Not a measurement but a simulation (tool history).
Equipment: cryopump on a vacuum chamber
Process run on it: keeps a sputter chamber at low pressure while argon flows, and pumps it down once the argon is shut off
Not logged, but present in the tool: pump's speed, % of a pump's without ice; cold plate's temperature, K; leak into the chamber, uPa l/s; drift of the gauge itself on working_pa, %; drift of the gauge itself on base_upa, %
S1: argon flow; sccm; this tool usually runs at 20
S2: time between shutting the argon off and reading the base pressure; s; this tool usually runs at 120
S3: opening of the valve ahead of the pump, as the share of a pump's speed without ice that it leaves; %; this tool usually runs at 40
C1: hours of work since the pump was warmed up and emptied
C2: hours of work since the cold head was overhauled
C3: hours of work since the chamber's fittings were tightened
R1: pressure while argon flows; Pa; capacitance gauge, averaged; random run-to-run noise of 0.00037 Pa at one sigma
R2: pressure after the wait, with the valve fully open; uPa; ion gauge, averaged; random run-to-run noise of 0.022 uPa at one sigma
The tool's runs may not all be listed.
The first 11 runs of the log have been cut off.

{"run": 12, "hour": 135.3, "S1": 20, "S2": 120, "S3": 17, "C1": 596, "C2": 596, "C3": 476, "R1": 0.1326, "R2": 0.68}
{"run": 13, "hour": 147.9, "S1": 20, "S2": 120, "S3": 40, "C1": 607, "C2": 607, "C3": 487, "R1": 0.057, "R2": 0.63}
{"run": 14, "hour": 163.5, "S1": 20, "S2": 120, "S3": 27, "C1": 621, "C2": 621, "C3": 501, "R1": 0.0846, "R2": 0.62}
{"run": 15, "hour": 171.2, "S1": 20, "S2": 120, "S3": 40, "C1": 627, "C2": 627, "C3": 508, "R1": 0.0579, "R2": 0.64}
{"run": 16, "hour": 182.7, "S1": 20, "S2": 120, "S3": 40, "C1": 638, "C2": 638, "C3": 518, "R1": 0.058, "R2": 0.66}
{"run": 17, "hour": 191.1, "S1": 20, "S2": 120, "S3": 40, "C1": 645, "C2": 645, "C3": 525, "R1": 0.0588, "R2": 0.67}
{"run": 18, "hour": 204.0, "S1": 36, "S2": 33, "S3": 40, "C1": 656, "C2": 656, "C3": 537, "R1": 0.1047, "R2": 1.68}
{"run": 19, "hour": 219.1, "S1": 14, "S2": 110, "S3": 40, "C1": 669, "C2": 669, "C3": 550, "R1": 0.0407, "R2": 0.7}
{"run": 20, "hour": 235.4, "S1": 8, "S2": 110, "S3": 53, "C1": 684, "C2": 684, "C3": 564, "R1": 0.0181, "R2": 0.69}
{"run": 21, "hour": 248.8, "S1": 20, "S2": 160, "S3": 40, "C1": 696, "C2": 696, "C3": 576, "R1": 0.059, "R2": 0.59}
{"run": 22, "hour": 264.3, "S1": 17, "S2": 133, "S3": 16, "C1": 709, "C2": 709, "C3": 589, "R1": 0.1197, "R2": 0.65}
{"run": 23, "hour": 279.5, "S1": 9, "S2": 288, "S3": 48, "C1": 723, "C2": 723, "C3": 603, "R1": 0.0226, "R2": 0.44}
{"run": 24, "hour": 288.2, "S1": 20, "S2": 290, "S3": 19, "C1": 730, "C2": 730, "C3": 610, "R1": 0.12, "R2": 0.46}
{"hour": 297.8, "done": "pump warmed up, emptied and cooled again"}
{"run": 25, "hour": 305.3, "S1": 38, "S2": 59, "S3": 40, "C1": 7, "C2": 741, "C3": 621, "R1": 0.1038, "R2": 1.02}
{"run": 26, "hour": 315.1, "S1": 23, "S2": 120, "S3": 40, "C1": 15, "C2": 749, "C3": 630, "R1": 0.0633, "R2": 0.63}
{"run": 27, "hour": 322.0, "S1": 38, "S2": 94, "S3": 36, "C1": 21, "C2": 755, "C3": 636, "R1": 0.1163, "R2": 0.72}
{"run": 28, "hour": 331.7, "S1": 38, "S2": 94, "S3": 36, "C1": 30, "C2": 764, "C3": 644, "R1": 0.1156, "R2": 0.72}
{"run": 29, "hour": 338.8, "S1": 38, "S2": 94, "S3": 36, "C1": 36, "C2": 770, "C3": 651, "R1": 0.1151, "R2": 0.74}
{"run": 30, "hour": 352.2, "S1": 15, "S2": 55, "S3": 33, "C1": 48, "C2": 782, "C3": 662, "R1": 0.0495, "R2": 1.09}
{"run": 31, "hour": 366.1, "S1": 12, "S2": 262, "S3": 32, "C1": 60, "C2": 794, "C3": 674, "R1": 0.0411, "R2": 0.45}
{"run": 32, "hour": 382.6, "S1": 12, "S2": 262, "S3": 32, "C1": 74, "C2": 809, "C3": 689, "R1": 0.0413, "R2": 0.41}

Consider 4 possible next runs. They are alternatives, not a sequence: every one starts from the tool as it was left by run 32. What does each give?
{"run": "A", "hour": 394.3, "S1": 25, "S2": 138, "S3": 27, "C1": 85, "C2": 819, "C3": 699, "R1": "?", "R2": "?"}
{"run": "B", "hour": 394.3, "S1": 29, "S2": 25, "S3": 32, "C1": 85, "C2": 819, "C3": 699, "R1": "?", "R2": "?"}
{"run": "C", "hour": 394.3, "S1": 20, "S2": 120, "S3": 42, "C1": 85, "C2": 819, "C3": 699, "R1": "?", "R2": "?"}
{"run": "D", "hour": 394.3, "S1": 12, "S2": 262, "S3": 46, "C1": 85, "C2": 819, "C3": 699, "R1": "?", "R2": "?"}

run=A R1=0.1015 R2=0.60
run=B R1=0.0994 R2=2.14
run=C R1=0.0524 R2=0.59
run=D R1=0.0288 R2=0.41
With the hidden condition removed and each run's random variation left untouched, the same runs would have given:
run=A R1=0.1006 R2=0.53
run=B R1=0.0983 R2=2.07
run=C R1=0.0516 R2=0.52
run=D R1=0.0283 R2=0.34
